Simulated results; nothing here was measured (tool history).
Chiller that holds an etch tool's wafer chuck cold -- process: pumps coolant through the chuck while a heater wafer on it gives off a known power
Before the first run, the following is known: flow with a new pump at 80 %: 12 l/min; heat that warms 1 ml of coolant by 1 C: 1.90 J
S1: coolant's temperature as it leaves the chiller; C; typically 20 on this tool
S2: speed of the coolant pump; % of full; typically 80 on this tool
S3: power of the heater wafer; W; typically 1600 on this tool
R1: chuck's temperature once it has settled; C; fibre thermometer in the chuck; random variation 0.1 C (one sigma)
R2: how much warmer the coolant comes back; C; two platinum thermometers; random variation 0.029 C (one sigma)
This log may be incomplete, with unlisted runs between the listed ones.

| run | hour | S1 | S2 | S3 | R1 | R2 |
|---|---|---|---|---|---|---|
| 1 | 0.0 | 20 | 80 | 1600 | 37.7 | 4.31 |
|  | 93.7 | chiller's thermometer calibrated |
| 2 | 116.0 | 20 | 80 | 1600 | 38.0 | 4.35 |
| 3 | 195.4 | 20 | 80 | 1536 | 37.4 | 4.18 |
| 4 | 307.6 | 20 | 80 | 1536 | 37.5 | 4.23 |
| 5 | 426.4 | 19 | 80 | 1600 | 37.3 | 4.33 |
| 6 | 488.3 | 28 | 80 | 1600 | 46.4 | 4.40 |
| 7 | 597.7 | 28 | 80 | 1600 | 46.5 | 4.39 |
| 8 | 716.3 | 28 | 80 | 1255 | 42.6 | 3.49 |
| 9 | 845.5 | 28 | 80 | 1255 | 43.0 | 3.45 |
| 10 | 941.6 | 28 | 80 | 1255 | 42.7 | 3.47 |
| 11 | 1000.3 | 28 | 80 | 1255 | 43.0 | 3.52 |
| 12 | 1087.9 | 28 | 80 | 1255 | 43.1 | 3.46 |
| 13 | 1177.7 | 28 | 80 | 1255 | 43.2 | 3.48 |
| 14 | 1281.9 | 28 | 80 | 2159 | 54.5 | 6.00 |
| 15 | 1362.1 | 28 | 80 | 2159 | 54.5 | 6.06 |
|  | 1455.5 | coolant changed, channels flushed |
| 16 | 1493.8 | 28 | 80 | 2159 | 50.2 | 6.08 |
| 17 | 1569.3 | 11 | 69 | 1260 | 25.1 | 4.10 |
| 18 | 1661.2 | 20 | 80 | 1833 | 38.9 | 5.18 |
| 19 | 1732.7 | 20 | 82 | 1406 | 34.4 | 3.85 |
| 20 | 1827.4 | 20 | 82 | 1218 | 32.5 | 3.42 |
| 21 | 1906.5 | 20 | 82 | 1218 | 32.5 | 3.39 |
| 22 | 2026.3 | 21 | 98 | 1600 | 36.1 | 3.70 |
| 23 | 2113.3 | 21 | 65 | 1600 | 40.0 | 5.63 |
| 24 | 2181.1 | 21 | 65 | 1600 | 40.1 | 5.63 |
| 25 | 2243.4 | 25 | 61 | 1600 | 44.9 | 6.02 |
| 26 | 2327.6 | 20 | 95 | 1989 | 39.5 | 4.81 |
| 27 | 2399.9 | 14 | 64 | 1024 | 26.5 | 3.70 |
| 28 | 2502.9 | 14 | 64 | 1024 | 26.5 | 3.68 |
| 29 | 2629.2 | 23 | 96 | 1600 | 38.7 | 3.87 |
| 30 | 2736.2 | 26 | 62 | 1481 | 44.6 | 5.50 |
|  | 2783.9 | chiller's thermometer calibrated |
| 31 | 2831.4 | 19 | 71 | 1600 | 38.0 | 5.25 |
|  | 2933.1 | coolant pump overhauled |
| 32 | 2955.7 | 18 | 76 | 1585 | 35.4 | 4.44 |

Each row is a separate what-if for the run after 32, all from the same tool condition, not one after another. Results?
| A | 3028.6 | 25 | 80 | 1600 | ? | ? |
| B | 3028.6 | 20 | 95 | 1600 | ? | ? |
| C | 3028.6 | 18 | 64 | 1585 | ? | ? |

| run | R1 | R2 |
|---|---|---|
| A | 42.4 | 4.26 |
| B | 35.8 | 3.66 |
| C | 37.4 | 5.28 |
Without the tool's hidden state the same runs would have given:
| run | R1 | R2 |
|---|---|---|
| A | 40.9 | 4.19 |
| B | 34.4 | 3.60 |
| C | 35.7 | 5.19 |
